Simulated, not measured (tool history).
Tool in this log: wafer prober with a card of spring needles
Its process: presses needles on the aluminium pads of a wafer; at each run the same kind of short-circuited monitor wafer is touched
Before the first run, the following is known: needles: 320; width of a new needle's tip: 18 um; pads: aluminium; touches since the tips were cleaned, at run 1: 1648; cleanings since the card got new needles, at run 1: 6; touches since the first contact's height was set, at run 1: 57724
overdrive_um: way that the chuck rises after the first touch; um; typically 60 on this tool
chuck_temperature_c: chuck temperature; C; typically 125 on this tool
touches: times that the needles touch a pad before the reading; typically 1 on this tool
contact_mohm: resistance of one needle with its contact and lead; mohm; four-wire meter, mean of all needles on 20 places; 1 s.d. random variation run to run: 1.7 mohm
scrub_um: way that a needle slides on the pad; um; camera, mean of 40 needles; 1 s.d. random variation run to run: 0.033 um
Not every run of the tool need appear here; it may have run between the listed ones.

run,hour,overdrive_um,chuck_temperature_c,touches,touches since the tips were cleaned,cleanings since the card got new needles,touches since the first contact's height was set,contact_mohm,scrub_um
1,0,60,125,1,1648,6,57724,329,7.51
# hour 24.8: tips cleaned on abrasive film
2,31.3,60,125,1,1765,7,66300,319,7.52
# hour 55.7: tips cleaned on abrasive film
3,55.7,60,125,1,0,8,72996,193,7.51
4,76.4,60,125,1,5711,8,78707,399,7.5
# hour 87.8: tips cleaned on abrasive film
5,108,60,125,1,5574,9,87384,400,7.46
# hour 118.1: tips cleaned on abrasive film
6,132,60,125,1,3823,10,93944,394,7.51
# hour 149: tips cleaned on abrasive film
7,153,60,125,3,1102,11,99710,220,7.5
# hour 182.3: tips cleaned on abrasive film
8,184.8,60,125,3,698,12,108439,207,7.43
9,212,60,125,3,8179,12,115920,255,7.45
# hour 214.6: tips cleaned on abrasive film
10,242.2,60,125,3,7580,13,124204,256,7.46
# hour 245.4: tips cleaned on abrasive film
11,271.9,60,125,3,7300,14,132359,253,7.42
# hour 278.4: tips cleaned on abrasive film
12,295.5,78,125,1,4704,15,138819,307,9.69
# hour 310.6: tips cleaned on abrasive film
13,313.9,60,56,1,911,16,143868,283,7.43
# hour 342.4: tips cleaned on abrasive film
14,345.6,54,125,1,875,17,152569,317,6.61
# hour 372.7: tips cleaned on abrasive film
15,372.7,54,125,1,0,18,159988,196,6.66
16,392.5,54,125,1,5462,18,165450,472,6.63
# hour 403.1: tips cleaned on abrasive film
17,415.9,60,27,1,3501,19,171856,411,7.4
# hour 433.7: tips cleaned on abrasive film
# hour 438.7: height of the first contact set anew
18,446.1,80,103,3,3321,20,2044,205,10.24
# hour 465.1: tips cleaned on abrasive film
19,476.2,75,73,1,3052,21,10299,302,9.55
# hour 496.4: tips cleaned on abrasive film
20,509.3,72,45,1,3564,22,19395,329,9.08
# hour 527.1: tips cleaned on abrasive film
21,534.1,63,68,2,1921,23,26174,262,7.92
22,555.8,45,30,1,7914,23,32167,633,5.65
# hour 558.6: tips cleaned on abrasive film
# hour 590.5: tips cleaned on abrasive film
23,593.6,43,39,1,852,25,42500,393,5.45
# hour 621.1: tips cleaned on abrasive film
24,628.7,43,36,3,2091,26,52150,304,5.4
# hour 653.2: tips cleaned on abrasive film
25,653.8,49,58,2,169,27,59034,212,6.16
# hour 684.3: tips cleaned on abrasive film
26,688.1,60,125,3,1054,28,68458,212,7.54
27,713.4,53,53,2,7998,28,75402,370,6.61
# hour 717.1: tips cleaned on abrasive film
# hour 748.3: tips cleaned on abrasive film
28,753.1,49,26,1,1331,30,86288,403,6.15
# hour 781.1: tips cleaned on abrasive film
29,791.5,49,26,1,2869,31,96843,525,6.06
# hour 811.6: tips cleaned on abrasive film
30,826.9,40,90,3,4199,32,106537,375,4.92
# hour 842.9: tips cleaned on abrasive film
31,843.5,56,72,1,182,33,111097,207,6.95
32,869.5,40,105,1,7333,33,118248,742,4.9
# hour 873.2: tips cleaned on abrasive film
33,898.1,40,105,1,6857,34,126100,751,4.92
# hour 905.5: tips cleaned on abrasive film
34,916.7,40,32,2,3069,35,131182,498,4.88

Each row is a separate what-if for the run after 34, all from the same tool condition, not one after another. Results?
# hour 937.7: tips cleaned on abrasive film
A,942.7,40,32,2,1371,36,138325,?,?
# hour 937.7: tips cleaned on abrasive film
B,942.7,61,32,3,1371,36,138325,?,?
# hour 937.7: tips cleaned on abrasive film
C,942.7,49,45,2,1371,36,138325,?,?

run,contact_mohm,scrub_um
A,371,4.83
B,207,7.55
C,301,6.04
Without the tool's hidden state the same runs would have given:
run,contact_mohm,scrub_um
A,160,5.04
B,150,7.76
C,160,6.24
